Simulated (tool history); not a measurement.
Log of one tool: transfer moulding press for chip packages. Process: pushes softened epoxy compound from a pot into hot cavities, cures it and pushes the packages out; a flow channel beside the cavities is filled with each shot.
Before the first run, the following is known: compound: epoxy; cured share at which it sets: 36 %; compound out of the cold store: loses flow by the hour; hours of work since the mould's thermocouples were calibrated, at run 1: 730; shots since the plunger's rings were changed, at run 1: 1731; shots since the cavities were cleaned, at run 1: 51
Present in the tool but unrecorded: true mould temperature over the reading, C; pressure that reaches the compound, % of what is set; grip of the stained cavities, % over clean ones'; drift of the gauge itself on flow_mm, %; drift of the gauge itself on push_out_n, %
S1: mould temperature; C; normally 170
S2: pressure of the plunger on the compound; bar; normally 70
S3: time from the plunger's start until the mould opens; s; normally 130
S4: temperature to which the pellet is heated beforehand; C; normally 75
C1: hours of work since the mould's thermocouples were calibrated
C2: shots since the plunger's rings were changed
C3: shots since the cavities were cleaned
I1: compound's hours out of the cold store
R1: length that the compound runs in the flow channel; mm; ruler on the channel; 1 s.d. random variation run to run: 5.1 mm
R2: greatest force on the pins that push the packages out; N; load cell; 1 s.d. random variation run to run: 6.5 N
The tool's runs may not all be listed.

run    hour   S1    S2   S3  S4   C1    C2   C3    I1   R1   R2
  1       0  170    70  130  75  730  1731   51  23.3  590  250
  2    30.9  170    70  130  75  747  1998  318    31  561  255
  3    73.3  170    70  130  75  771  2364  684  22.4  593  262
       83.1  -- cavities cleaned with cleaning compound and waxed
  4   128.9  170    70  130  75  802  2831  395  20.1  596  250
      171.9  -- cavities cleaned with cleaning compound and waxed
  5   175.2  170    70  130  75  827  3219   29  45.1  519  243
      200.4  -- mould's thermocouples calibrated
      222.6  -- plunger's sealing rings changed
  6   227.8  170    70  130  75   14    44  444  22.8  589  261
      264.5  -- cavities cleaned with cleaning compound and waxed
  7   277.5  170    70  114  75   41   460  112  26.7  585  317
  8   315.8  170    70  130  75   63   792  444  30.2  560  252
        353  -- cavities cleaned with cleaning compound and waxed
  9   362.2  170    70  130  75   88  1180   80  29.9  560  262
 10   416.5  176    70  130  75  119  1648  548  36.3  546  212
      443.4  -- cavities cleaned with cleaning compound and waxed
 11     467  170    70  130  82  147  2072  204  11.6  643  248
      532.4  -- cavities cleaned with cleaning compound and waxed
 12   532.4  170    70  130  82  183  2624    0  34.6  553  253
 13   602.5  170    70  130  82  222  3230  606  35.9  542  252
      621.3  -- cavities cleaned with cleaning compound and waxed
 14   636.7  170    70  130  82  241  3512  132  34.6  547  248
      652.2  -- plunger's sealing rings changed
 15   672.6  170    70  130  82  260   176  421  42.8  521  238
      712.6  -- cavities cleaned with cleaning compound and waxed
 16     732  170    70  130  82  292   676  167  43.8  521  247
      803.7  -- cavities cleaned with cleaning compound and waxed
 17   803.7  170    70  130  82  332  1283    0  29.5  561  249
 18   864.1  169    70  112  75  366  1805  522  34.7  552  346
      897.1  -- cavities cleaned with cleaning compound and waxed
 19     920  169    70  112  75  397  2275  198  38.9  535  321
 20     961  169    70  112  75  420  2629  552  35.5  538  345
      990.8  -- cavities cleaned with cleaning compound and waxed
 21   992.1  170  63.1  156  75  437  2885   11  39.8  502  214
 22    1054  170    70  137  84  472  3420  546  21.4  592  236
       1079  -- plunger's sealing rings changed
       1084  -- cavities cleaned with cleaning compound and waxed
 23  1097.9  170    70  137  84  494   150  120  39.5  528  231
 24  1146.1  162    70  130  80  522   567  537  20.3  607  410
     1173.2  -- cavities cleaned with cleaning compound and waxed
 25  1180.5  170    70  130  75  540   851   63  19.4  607  256
 26  1212.5  170    70  130  75  558  1128  340  22.1  581  268
     1262.3  -- cavities cleaned with cleaning compound and waxed
 27  1269.1  174    70  168  74  589  1604   59  14.4  616  199

3 options for the next run, each taken on its own from the tool as it stands now. Forecast them:
  A  1311.2  170  62.5  120  75  613  1967  422    35   ?   ?
  B  1311.2  170    70  130  66  613  1967  422  11.2   ?   ?
  C  1311.2  174    70  160  74  613  1967  422  31.4   ?   ?

run   R1   R2
  A  519  281
  B  628  266
  C  556  206
Without the tool's hidden state the same runs would have given:
run   R1   R2
  A  520  277
  B  628  262
  C  556  203
